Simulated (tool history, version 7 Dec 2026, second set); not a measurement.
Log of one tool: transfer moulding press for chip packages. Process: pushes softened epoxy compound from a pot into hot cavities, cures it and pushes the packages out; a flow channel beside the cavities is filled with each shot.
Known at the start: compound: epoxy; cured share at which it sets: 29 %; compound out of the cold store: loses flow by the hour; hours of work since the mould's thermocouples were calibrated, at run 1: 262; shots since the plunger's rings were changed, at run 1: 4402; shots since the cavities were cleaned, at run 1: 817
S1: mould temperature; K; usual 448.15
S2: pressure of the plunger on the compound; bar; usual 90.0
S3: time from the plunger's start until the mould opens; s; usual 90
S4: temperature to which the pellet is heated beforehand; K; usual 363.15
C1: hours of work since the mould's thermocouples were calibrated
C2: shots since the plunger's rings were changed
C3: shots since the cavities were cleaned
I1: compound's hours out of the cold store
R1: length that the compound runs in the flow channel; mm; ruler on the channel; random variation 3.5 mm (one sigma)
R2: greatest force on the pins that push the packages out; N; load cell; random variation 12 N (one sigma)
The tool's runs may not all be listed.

| run | day | S1 | S2 | S3 | S4 | C1 | C2 | C3 | I1 | R1 | R2 |
|---|---|---|---|---|---|---|---|---|---|---|---|
| 1 | 0.000 | 448.15 | 90.0 | 90 | 363.15 | 262 | 4402 | 817 | 32.2 | 725 | 1103 |
|  | 0.904 | plunger's sealing rings changed |
| 2 | 1.004 | 448.15 | 90.0 | 90 | 363.15 | 274 | 27 | 1056 | 41.1 | 773 | 1119 |
|  | 1.438 | cavities cleaned with cleaning compound and waxed |
| 3 | 1.725 | 448.15 | 90.0 | 90 | 363.15 | 282 | 201 | 76 | 8.1 | 883 | 1579 |
| 4 | 2.275 | 448.15 | 90.0 | 90 | 363.15 | 290 | 346 | 221 | 31.8 | 798 | 1457 |
| 5 | 3.162 | 448.15 | 90.0 | 90 | 363.15 | 302 | 582 | 457 | 31.7 | 787 | 1390 |
|  | 3.525 | cavities cleaned with cleaning compound and waxed, once more |
| 6 | 4.154 | 453.15 | 90.0 | 90 | 363.15 | 314 | 828 | 166 | 13.1 | 839 | 600 |
| 7 | 4.654 | 453.15 | 81.4 | 90 | 363.15 | 320 | 961 | 299 | 43.4 | 704 | 679 |
| 8 | 5.567 | 453.15 | 81.4 | 90 | 363.15 | 332 | 1203 | 541 | 14.6 | 785 | 815 |
| 9 | 6.167 | 453.15 | 81.4 | 90 | 363.15 | 340 | 1361 | 699 | 18.7 | 765 | 868 |
| 10 | 6.858 | 444.15 | 90.0 | 90 | 363.15 | 350 | 1544 | 882 | 19.9 | 825 | 1398 |
| 11 | 7.746 | 444.15 | 90.0 | 90 | 363.15 | 361 | 1780 | 1118 | 30.9 | 786 | 1442 |
|  | 7.929 | cavities cleaned with cleaning compound and waxed |
| 12 | 8.567 | 443.15 | 90.0 | 90 | 363.15 | 371 | 1981 | 169 | 10.2 | 858 | 1012 |
| 13 | 8.971 | 443.15 | 90.0 | 90 | 363.15 | 377 | 2088 | 276 | 43.3 | 740 | 1054 |
| 14 | 9.350 | 449.15 | 90.0 | 90 | 363.15 | 382 | 2189 | 377 | 22.0 | 795 | 867 |

Forecast run 15:
| 15 | 10.217 | 448.15 | 75.2 | 111 | 363.15 | 393 | 2418 | 606 | 38.4 | ? | ? |

Run 15 gave R1 676 mm, R2 739 N.
Without the tool's hidden state the same run would have given R1 715 mm, R2 396 N.

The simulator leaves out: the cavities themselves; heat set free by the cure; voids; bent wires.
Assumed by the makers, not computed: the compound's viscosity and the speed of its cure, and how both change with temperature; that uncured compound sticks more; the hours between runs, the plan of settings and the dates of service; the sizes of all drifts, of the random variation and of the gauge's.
